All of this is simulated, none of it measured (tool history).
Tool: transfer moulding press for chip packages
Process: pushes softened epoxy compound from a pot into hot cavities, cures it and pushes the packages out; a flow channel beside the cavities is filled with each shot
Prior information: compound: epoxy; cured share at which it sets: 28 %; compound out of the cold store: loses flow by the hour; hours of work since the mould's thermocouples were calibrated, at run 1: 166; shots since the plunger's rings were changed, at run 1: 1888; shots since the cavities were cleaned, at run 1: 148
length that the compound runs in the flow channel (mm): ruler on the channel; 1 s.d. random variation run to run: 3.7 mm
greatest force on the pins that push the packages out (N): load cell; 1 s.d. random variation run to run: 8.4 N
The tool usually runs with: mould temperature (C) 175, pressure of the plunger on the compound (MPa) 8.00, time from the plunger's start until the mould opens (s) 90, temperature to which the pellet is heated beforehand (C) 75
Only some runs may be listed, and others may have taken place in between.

run	hour	mould temperature (C)	pressure of the plunger on the compound (MPa)	time from the plunger's start until the mould opens (s)	temperature to which the pellet is heated beforehand (C)	hours of work since the mould's thermocouples were calibrated	shots since the plunger's rings were changed	shots since the cavities were cleaned	incoming compound's hours out of the cold store	length that the compound runs in the flow channel (mm)	greatest force on the pins that push the packages out (N)
1	0.0	175	8.00	90	75	166	1888	148	32.7	473	423
2	20.9	175	8.00	90	75	178	2127	387	46.0	439	502
# hour 25.6: cavities cleaned with cleaning compound and waxed
3	59.5	175	8.00	90	75	199	2551	387	9.7	544	561
# hour 63.5: cavities cleaned with cleaning compound and waxed
4	88.6	175	8.00	78	75	215	2867	286	33.7	467	672
# hour 103.3: cavities cleaned with cleaning compound and waxed
5	112.7	170	8.00	90	75	228	3126	108	27.0	491	547
6	131.4	175	8.00	90	75	238	3340	322	38.4	442	487
# hour 142.2: cavities cleaned with cleaning compound and waxed
7	155.8	175	8.00	90	68	251	3601	155	45.7	429	408
8	176.8	175	8.00	90	68	263	3841	395	40.9	443	501
# hour 181.9: cavities cleaned with cleaning compound and waxed
9	211.3	175	8.00	90	68	282	4219	337	44.4	433	478
# hour 220.5: cavities cleaned with cleaning compound and waxed
# hour 242.3: plunger's sealing rings changed
10	251.5	175	8.00	90	81	303	105	325	19.1	528	478
# hour 262.7: cavities cleaned with cleaning compound and waxed
11	274.2	175	8.00	90	81	315	349	133	19.2	530	407
12	296.7	175	8.00	90	81	328	605	389	37.7	464	477
# hour 300.6: cavities cleaned with cleaning compound and waxed
# hour 338.9: cavities cleaned with cleaning compound and waxed
13	340.1	175	8.00	90	81	351	1068	14	17.8	530	356
14	368.3	175	8.00	90	75	367	1390	336	17.1	531	536
# hour 376.5: cavities cleaned with cleaning compound and waxed
15	397.0	175	9.91	75	74	382	1700	233	22.7	576	767
# hour 415.0: cavities cleaned with cleaning compound and waxed
16	438.8	175	9.91	75	74	405	2162	272	13.7	594	793
# hour 452.7: cavities cleaned with cleaning compound and waxed
17	461.0	181	9.91	120	74	417	2399	96	11.7	587	232
18	481.1	181	7.36	117	82	429	2628	325	42.1	423	280
# hour 490.7: cavities cleaned with cleaning compound and waxed
19	506.3	167	7.36	117	82	442	2899	178	27.8	479	368
# hour 528.6: cavities cleaned with cleaning compound and waxed
20	538.4	170	7.18	93	72	460	3249	112	10.4	518	561
21	559.8	175	7.18	93	72	472	3494	357	13.2	497	497
# hour 568.0: cavities cleaned with cleaning compound and waxed
22	585.5	175	8.00	123	75	486	3771	200	18.2	497	274
# hour 606.0: cavities cleaned with cleaning compound and waxed
23	610.9	175	7.70	92	75	499	4044	57	17.0	503	374
24	636.2	175	9.16	90	75	514	4334	347	28.5	505	510
# hour 643.4: cavities cleaned with cleaning compound and waxed
# hour 658.8: plunger's sealing rings changed
25	659.7	167	7.53	83	82	525	10	157	41.4	457	770
# hour 685.0: cavities cleaned with cleaning compound and waxed
26	694.7	173	6.16	90	75	544	394	111	29.2	436	448
27	715.6	173	6.16	75	75	556	632	349	40.1	410	826
# hour 725.2: cavities cleaned with cleaning compound and waxed
28	741.4	173	6.16	75	75	570	911	186	31.0	422	756

3 options for the next run, each taken on its own from the tool as it stands now. Forecast them:
# hour 764.7: cavities cleaned with cleaning compound and waxed
A	780.8	171	6.16	75	77	592	1344	184	43.1	?	?
# hour 764.7: cavities cleaned with cleaning compound and waxed
B	780.8	173	6.72	74	75	592	1344	184	10.4	?	?
# hour 764.7: cavities cleaned with cleaning compound and waxed
C	780.8	175	9.61	81	75	592	1344	184	11.2	?	?

run	length that the compound runs in the flow channel (mm)	greatest force on the pins that push the packages out (N)
A	396	771
B	507	840
C	591	608
Had the tool no hidden state, the same runs would have come out as:
run	length that the compound runs in the flow channel (mm)	greatest force on the pins that push the packages out (N)
A	405	628
B	519	683
C	605	502
